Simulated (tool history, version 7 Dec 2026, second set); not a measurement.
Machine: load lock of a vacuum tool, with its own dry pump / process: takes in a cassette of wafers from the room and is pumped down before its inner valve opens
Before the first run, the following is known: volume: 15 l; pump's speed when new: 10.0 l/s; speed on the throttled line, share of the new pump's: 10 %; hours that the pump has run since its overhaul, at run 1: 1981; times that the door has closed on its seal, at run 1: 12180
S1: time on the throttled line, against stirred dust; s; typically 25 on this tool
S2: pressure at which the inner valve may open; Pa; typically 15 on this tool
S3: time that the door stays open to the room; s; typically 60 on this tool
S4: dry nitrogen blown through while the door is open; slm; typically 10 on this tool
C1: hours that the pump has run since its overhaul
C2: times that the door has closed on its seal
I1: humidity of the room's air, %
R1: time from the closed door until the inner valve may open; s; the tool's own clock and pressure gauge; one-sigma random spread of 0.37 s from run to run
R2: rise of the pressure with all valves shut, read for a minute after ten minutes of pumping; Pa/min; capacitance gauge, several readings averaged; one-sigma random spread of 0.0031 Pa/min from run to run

{"run": 1, "hour": 0.0, "S1": 25, "S2": 15, "S3": 60, "S4": 10, "C1": 1981, "C2": 12180, "I1": 44.2, "R1": 36.5, "R2": 0.281}
{"run": 2, "hour": 72.5, "S1": 25, "S2": 15, "S3": 60, "S4": 34, "C1": 2054, "C2": 12389, "I1": 47.0, "R1": 35.9, "R2": 0.251}
{"run": 3, "hour": 167.7, "S1": 25, "S2": 15, "S3": 60, "S4": 34, "C1": 2149, "C2": 12662, "I1": 43.9, "R1": 36.5, "R2": 0.249}
{"run": 4, "hour": 251.6, "S1": 25, "S2": 15, "S3": 60, "S4": 10, "C1": 2233, "C2": 12903, "I1": 42.7, "R1": 36.6, "R2": 0.293}
{"run": 5, "hour": 365.8, "S1": 25, "S2": 22, "S3": 60, "S4": 10, "C1": 2347, "C2": 13232, "I1": 42.3, "R1": 35.5, "R2": 0.301}
{"run": 6, "hour": 461.2, "S1": 48, "S2": 22, "S3": 60, "S4": 10, "C1": 2443, "C2": 13506, "I1": 44.3, "R1": 56.5, "R2": 0.314}
{"run": 7, "hour": 563.2, "S1": 25, "S2": 15, "S3": 60, "S4": 4, "C1": 2545, "C2": 13799, "I1": 46.4, "R1": 36.4, "R2": 0.343}
{"run": 8, "hour": 620.4, "S1": 25, "S2": 15, "S3": 60, "S4": 4, "C1": 2602, "C2": 13963, "I1": 43.0, "R1": 36.4, "R2": 0.339}
{"run": 9, "hour": 736.9, "S1": 25, "S2": 15, "S3": 60, "S4": 14, "C1": 2718, "C2": 14298, "I1": 46.1, "R1": 36.7, "R2": 0.324}
{"run": 10, "hour": 799.5, "S1": 46, "S2": 15, "S3": 60, "S4": 10, "C1": 2781, "C2": 14478, "I1": 41.6, "R1": 55.5, "R2": 0.328}
{"run": 11, "hour": 871.4, "S1": 25, "S2": 15, "S3": 60, "S4": 10, "C1": 2853, "C2": 14685, "I1": 43.5, "R1": 36.6, "R2": 0.341}
{"run": 12, "hour": 953.0, "S1": 25, "S2": 15, "S3": 60, "S4": 10, "C1": 2934, "C2": 14919, "I1": 44.4, "R1": 36.8, "R2": 0.345}
{"run": 13, "hour": 1013.1, "S1": 25, "S2": 15, "S3": 60, "S4": 10, "C1": 2995, "C2": 15092, "I1": 46.1, "R1": 36.4, "R2": 0.36}
{"run": 14, "hour": 1081.8, "S1": 25, "S2": 15, "S3": 60, "S4": 10, "C1": 3063, "C2": 15290, "I1": 46.2, "R1": 36.4, "R2": 0.358}
{"run": 15, "hour": 1184.3, "S1": 25, "S2": 15, "S3": 60, "S4": 10, "C1": 3166, "C2": 15584, "I1": 41.6, "R1": 36.5, "R2": 0.357}
{"run": 16, "hour": 1248.3, "S1": 25, "S2": 15, "S3": 60, "S4": 10, "C1": 3230, "C2": 15768, "I1": 46.1, "R1": 36.7, "R2": 0.375}
{"run": 17, "hour": 1328.0, "S1": 25, "S2": 15, "S3": 60, "S4": 10, "C1": 3309, "C2": 15997, "I1": 43.1, "R1": 36.4, "R2": 0.369}
{"run": 18, "hour": 1434.6, "S1": 25, "S2": 15, "S3": 60, "S4": 10, "C1": 3416, "C2": 16304, "I1": 46.7, "R1": 36.4, "R2": 0.394}
{"run": 19, "hour": 1528.1, "S1": 25, "S2": 15, "S3": 60, "S4": 10, "C1": 3510, "C2": 16572, "I1": 45.5, "R1": 36.7, "R2": 0.394}
{"run": 20, "hour": 1627.7, "S1": 25, "S2": 15, "S3": 40, "S4": 12, "C1": 3609, "C2": 16858, "I1": 44.8, "R1": 36.2, "R2": 0.388}
{"run": 21, "hour": 1685.5, "S1": 13, "S2": 15, "S3": 53, "S4": 12, "C1": 3667, "C2": 17025, "I1": 47.4, "R1": 25.2, "R2": 0.402}
{"run": 22, "hour": 1765.5, "S1": 25, "S2": 15, "S3": 97, "S4": 5, "C1": 3747, "C2": 17255, "I1": 45.5, "R1": 37.8, "R2": 0.476}
{"run": 23, "hour": 1889.5, "S1": 15, "S2": 14, "S3": 47, "S4": 8, "C1": 3871, "C2": 17611, "I1": 48.7, "R1": 27.3, "R2": 0.424}
{"run": 24, "hour": 1948.6, "S1": 15, "S2": 14, "S3": 47, "S4": 8, "C1": 3930, "C2": 17781, "I1": 45.3, "R1": 27.6, "R2": 0.423}
{"run": 25, "hour": 2022.0, "S1": 48, "S2": 20, "S3": 60, "S4": 31, "C1": 4003, "C2": 17992, "I1": 44.7, "R1": 56.2, "R2": 0.404}
{"run": 26, "hour": 2074.3, "S1": 48, "S2": 20, "S3": 60, "S4": 31, "C1": 4056, "C2": 18142, "I1": 44.1, "R1": 57.0, "R2": 0.413}
{"run": 27, "hour": 2136.4, "S1": 17, "S2": 20, "S3": 60, "S4": 31, "C1": 4118, "C2": 18321, "I1": 46.0, "R1": 29.0, "R2": 0.411}
{"run": 28, "hour": 2225.2, "S1": 25, "S2": 15, "S3": 50, "S4": 10, "C1": 4207, "C2": 18576, "I1": 47.8, "R1": 36.6, "R2": 0.453}
{"run": 29, "hour": 2300.2, "S1": 19, "S2": 15, "S3": 50, "S4": 10, "C1": 4282, "C2": 18792, "I1": 43.3, "R1": 31.2, "R2": 0.452}
{"run": 30, "hour": 2367.6, "S1": 19, "S2": 15, "S3": 50, "S4": 10, "C1": 4349, "C2": 18985, "I1": 46.5, "R1": 30.9, "R2": 0.459}
{"run": 31, "hour": 2440.5, "S1": 19, "S2": 15, "S3": 50, "S4": 10, "C1": 4422, "C2": 19195, "I1": 46.8, "R1": 31.5, "R2": 0.481}
{"run": 32, "hour": 2523.5, "S1": 19, "S2": 15, "S3": 50, "S4": 10, "C1": 4505, "C2": 19433, "I1": 49.1, "R1": 31.1, "R2": 0.477}
{"run": 33, "hour": 2631.6, "S1": 19, "S2": 17, "S3": 39, "S4": 8, "C1": 4613, "C2": 19744, "I1": 45.9, "R1": 31.9, "R2": 0.473}
{"run": 34, "hour": 2707.8, "S1": 19, "S2": 17, "S3": 39, "S4": 8, "C1": 4689, "C2": 19963, "I1": 44.6, "R1": 31.5, "R2": 0.496}
{"run": 35, "hour": 2780.1, "S1": 19, "S2": 13, "S3": 39, "S4": 8, "C1": 4762, "C2": 20171, "I1": 45.6, "R1": 31.7, "R2": 0.492}
{"run": 36, "hour": 2841.9, "S1": 19, "S2": 13, "S3": 39, "S4": 8, "C1": 4823, "C2": 20348, "I1": 46.5, "R1": 31.4, "R2": 0.491}
{"run": 37, "hour": 2965.7, "S1": 19, "S2": 13, "S3": 211, "S4": 9, "C1": 4947, "C2": 20704, "I1": 44.6, "R1": 31.5, "R2": 0.619}

Here are 4 independent what-if runs from the current tool condition. What would each one return?
{"run": "A", "hour": 3037.2, "S1": 39, "S2": 14, "S3": 60, "S4": 8, "C1": 5019, "C2": 20910, "I1": 47.5, "R1": "?", "R2": "?"}
{"run": "B", "hour": 3037.2, "S1": 19, "S2": 13, "S3": 211, "S4": 32, "C1": 5019, "C2": 20910, "I1": 46.9, "R1": "?", "R2": "?"}
{"run": "C", "hour": 3037.2, "S1": 19, "S2": 26, "S3": 27, "S4": 24, "C1": 5019, "C2": 20910, "I1": 42.7, "R1": "?", "R2": "?"}
{"run": "D", "hour": 3037.2, "S1": 19, "S2": 21, "S3": 32, "S4": 34, "C1": 5019, "C2": 20910, "I1": 44.9, "R1": "?", "R2": "?"}

run=A R1=49.1 R2=0.556
run=B R1=31.8 R2=0.556
run=C R1=30.4 R2=0.492
run=D R1=30.0 R2=0.500
Without the tool's unlogged condition, the same runs would have read:
run=A R1=48.3 R2=0.091
run=B R1=31.0 R2=0.106
run=C R1=29.6 R2=0.030
run=D R1=29.2 R2=0.035

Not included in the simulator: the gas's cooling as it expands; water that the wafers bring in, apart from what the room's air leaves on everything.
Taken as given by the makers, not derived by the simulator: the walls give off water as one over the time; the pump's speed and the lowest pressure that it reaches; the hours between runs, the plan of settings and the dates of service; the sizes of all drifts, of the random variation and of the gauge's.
